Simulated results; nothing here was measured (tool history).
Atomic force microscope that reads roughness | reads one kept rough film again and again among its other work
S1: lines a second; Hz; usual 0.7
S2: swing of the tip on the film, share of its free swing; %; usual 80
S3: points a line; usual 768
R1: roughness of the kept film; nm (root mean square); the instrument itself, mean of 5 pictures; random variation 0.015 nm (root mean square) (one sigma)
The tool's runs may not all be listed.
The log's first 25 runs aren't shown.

run	hour	S1	S2	S3	R1
26	603.2	0.7	57	768	3.325
27	626.3	0.7	80	768	3.175
# hour 631.9: new tip fitted
28	648.2	0.685	80	788	3.451
29	664.3	0.7	61	768	3.493
30	696.9	0.7	61	768	3.465
31	728.8	0.7	61	768	3.435
32	761.8	0.503	57	764	3.417
33	789.9	0.503	57	764	3.378
34	816.1	2.488	85	765	2.777
35	833.4	1.828	76	381	3.075
36	866.9	1.828	76	381	3.01
# hour 895.8: new tip fitted
37	898.5	1.492	63	1013	3.476
38	929.2	1.492	63	1013	3.46
39	962	1.492	63	1013	3.394
40	990.9	2.716	71	714	3.141
41	1018.8	2.716	71	714	3.141
42	1042.8	0.836	70	345	3.337
43	1074.8	0.664	80	768	3.254
44	1105.9	0.664	80	768	3.234
45	1132.4	0.664	79	851	3.255

The next listed run, before its measurement:
46	1153.8	0.664	79	851	?

{"run 46": {"R1": 3.177}}
Without the tool's hidden state the same run would have given R1 3.485 nm (root mean square).
